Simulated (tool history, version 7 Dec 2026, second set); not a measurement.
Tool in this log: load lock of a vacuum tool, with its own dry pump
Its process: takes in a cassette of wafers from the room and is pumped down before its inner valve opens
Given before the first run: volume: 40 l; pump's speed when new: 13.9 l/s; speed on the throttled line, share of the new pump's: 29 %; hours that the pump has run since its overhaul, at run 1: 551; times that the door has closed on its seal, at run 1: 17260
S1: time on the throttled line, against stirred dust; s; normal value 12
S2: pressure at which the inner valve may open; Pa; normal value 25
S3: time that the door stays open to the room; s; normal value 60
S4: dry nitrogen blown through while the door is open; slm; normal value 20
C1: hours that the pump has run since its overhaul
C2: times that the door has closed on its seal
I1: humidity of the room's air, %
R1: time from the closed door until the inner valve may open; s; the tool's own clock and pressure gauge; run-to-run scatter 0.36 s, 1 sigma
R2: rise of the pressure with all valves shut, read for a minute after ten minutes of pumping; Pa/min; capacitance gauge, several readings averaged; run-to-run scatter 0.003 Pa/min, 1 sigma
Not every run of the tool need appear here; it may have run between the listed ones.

run,hour,S1,S2,S3,S4,C1,C2,I1,R1,R2
1,0.0,12,25,60,20,551,17260,43.6,32.7,0.192
2,217.4,12,25,60,20,769,18204,44.7,32.7,0.207
3,482.6,12,25,60,20,1034,19356,42.9,32.8,0.217
4,778.7,12,25,60,20,1330,20641,48.0,32.8,0.252
5,1093.1,12,25,60,20,1645,22007,46.2,32.8,0.273
6,1300.6,23,25,60,20,1852,22908,46.9,41.1,0.291
7,1609.5,12,25,60,20,2161,24249,46.4,33.1,0.311
8,1925.9,12,25,60,20,2477,25623,49.4,33.4,0.352
9,2149.8,12,25,60,20,2701,26595,42.5,33.0,0.371
10,2368.9,12,25,60,20,2920,27547,43.3,34.2,0.378
11,2582.1,12,25,60,20,3134,28473,45.1,33.3,0.404
12,2740.6,12,25,60,20,3292,29161,45.0,32.9,0.414
13,2971.2,12,25,60,20,3523,30162,44.9,34.2,0.447
14,3106.9,12,25,60,21,3658,30752,44.3,33.1,0.461
# hour 3287.2: door's seal changed, seat wiped
15,3318.3,12,25,60,21,3868,135,46.5,33.5,0.022
16,3461.3,12,31,60,21,4011,756,42.1,32.6,0.021
17,3643.8,12,31,60,21,4194,1549,44.6,32.6,0.027
18,3906.6,12,25,60,20,4457,2690,49.0,33.7,0.036
19,4180.6,12,20,60,20,4731,3880,44.9,34.0,0.045
20,4323.9,12,20,60,20,4874,4502,46.7,34.5,0.047
21,4580.3,21,26,46,20,5130,5616,48.5,39.0,0.061
22,4794.4,8,21,60,4,5344,6546,46.7,31.1,0.080
23,5098.8,8,21,60,4,5649,7868,45.3,31.5,0.102
24,5350.3,8,21,60,4,5900,8960,47.9,31.5,0.107
25,5661.5,8,21,60,4,6211,10311,45.6,31.5,0.126
26,5857.5,8,21,60,4,6407,11162,42.7,31.3,0.127
27,6097.2,21,25,151,20,6647,12203,44.2,40.9,0.147
28,6243.8,19,25,151,20,6794,12840,45.6,39.1,0.163
29,6404.7,21,25,92,5,6955,13538,44.7,40.0,0.173
30,6546.5,11,25,92,10,7096,14154,44.7,32.9,0.177
31,6721.0,11,40,92,12,7271,14912,45.5,31.9,0.183
32,6910.2,7,38,46,6,7460,15734,46.6,29.5,0.189
33,7141.9,11,41,60,20,7692,16740,46.5,31.9,0.197
34,7411.8,18,27,60,20,7962,17912,46.3,37.8,0.224
35,7679.6,14,25,229,30,8230,19075,46.6,35.5,0.261

For run 36, what comes out?
36,7956.8,9,18,121,12,8507,20279,39.5,?,?

{"run 36": {"R1": 33.1, "R2": 0.272}}
With no hidden state in the tool, this same run would have given R1 31.3 s, R2 0.036 Pa/min.
